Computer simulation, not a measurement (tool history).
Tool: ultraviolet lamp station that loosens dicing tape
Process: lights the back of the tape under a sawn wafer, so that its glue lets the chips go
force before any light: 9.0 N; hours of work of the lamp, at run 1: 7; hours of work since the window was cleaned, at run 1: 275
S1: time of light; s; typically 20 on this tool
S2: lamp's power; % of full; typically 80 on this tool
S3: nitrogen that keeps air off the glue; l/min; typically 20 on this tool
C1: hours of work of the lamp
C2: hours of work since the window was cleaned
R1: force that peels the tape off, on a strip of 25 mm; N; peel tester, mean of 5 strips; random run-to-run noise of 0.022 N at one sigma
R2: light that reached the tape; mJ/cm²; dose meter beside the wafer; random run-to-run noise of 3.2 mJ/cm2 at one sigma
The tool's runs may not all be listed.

| run | day | S1 | S2 | S3 | C1 | C2 | R1 | R2 |
|---|---|---|---|---|---|---|---|---|
| 1 | 0.000 | 20 | 80 | 20 | 7 | 275 | 1.238 | 476 |
| 2 | 0.558 | 20 | 80 | 20 | 16 | 284 | 1.253 | 476 |
| 3 | 0.983 | 20 | 80 | 20 | 24 | 291 | 1.211 | 473 |
| 4 | 1.583 | 20 | 61 | 20 | 34 | 301 | 1.937 | 353 |
| 5 | 1.908 | 20 | 61 | 20 | 39 | 307 | 1.985 | 358 |
| 6 | 2.450 | 20 | 61 | 20 | 48 | 316 | 1.956 | 353 |
| 7 | 3.046 | 20 | 61 | 20 | 58 | 326 | 2.003 | 348 |
| 8 | 3.346 | 20 | 61 | 20 | 63 | 331 | 2.015 | 353 |
| 9 | 3.879 | 20 | 61 | 20 | 72 | 340 | 2.034 | 350 |
| 10 | 4.392 | 20 | 61 | 20 | 81 | 348 | 1.989 | 352 |
| 11 | 4.692 | 20 | 61 | 20 | 86 | 353 | 2.058 | 353 |
| 12 | 5.267 | 20 | 80 | 20 | 95 | 363 | 1.289 | 457 |
| 13 | 5.554 | 20 | 80 | 20 | 100 | 368 | 1.278 | 454 |
| 14 | 6.025 | 20 | 80 | 20 | 108 | 376 | 1.358 | 459 |
| 15 | 6.604 | 20 | 80 | 20 | 118 | 385 | 1.351 | 453 |
| 16 | 7.108 | 35 | 62 | 22 | 126 | 394 | 0.662 | 616 |
| 17 | 7.621 | 20 | 80 | 31 | 135 | 402 | 1.024 | 451 |
| 18 | 7.921 | 17 | 80 | 37 | 140 | 407 | 1.236 | 376 |
| 19 | 8.471 | 20 | 80 | 25 | 149 | 417 | 1.149 | 444 |
| 20 | 9.054 | 20 | 64 | 20 | 159 | 427 | 2.026 | 353 |
| 21 | 9.567 | 20 | 64 | 20 | 167 | 435 | 1.902 | 354 |
| 22 | 10.150 | 20 | 64 | 20 | 177 | 445 | 1.902 | 355 |
| 23 | 10.733 | 26 | 80 | 8 | 187 | 455 | 1.734 | 572 |
| 24 | 11.242 | 11 | 99 | 31 | 196 | 463 | 2.146 | 298 |

Consider 4 possible next runs. They are alternatives, not a sequence: every one starts from the tool as it was left by run 24. What does each give?
| A | 11.662 | 18 | 72 | 16 | 203 | 470 | ? | ? |
| B | 11.662 | 11 | 99 | 32 | 203 | 470 | ? | ? |
| C | 11.662 | 20 | 71 | 20 | 203 | 470 | ? | ? |
| D | 11.662 | 32 | 84 | 12 | 203 | 470 | ? | ? |

| run | R1 | R2 |
|---|---|---|
| A | 2.181 | 354 |
| B | 2.010 | 295 |
| C | 1.711 | 384 |
| D | 0.776 | 729 |
With no hidden state in the tool, these same runs would have given:
| run | R1 | R2 |
|---|---|---|
| A | 1.762 | 411 |
| B | 1.600 | 343 |
| C | 1.335 | 445 |
| D | 0.560 | 847 |
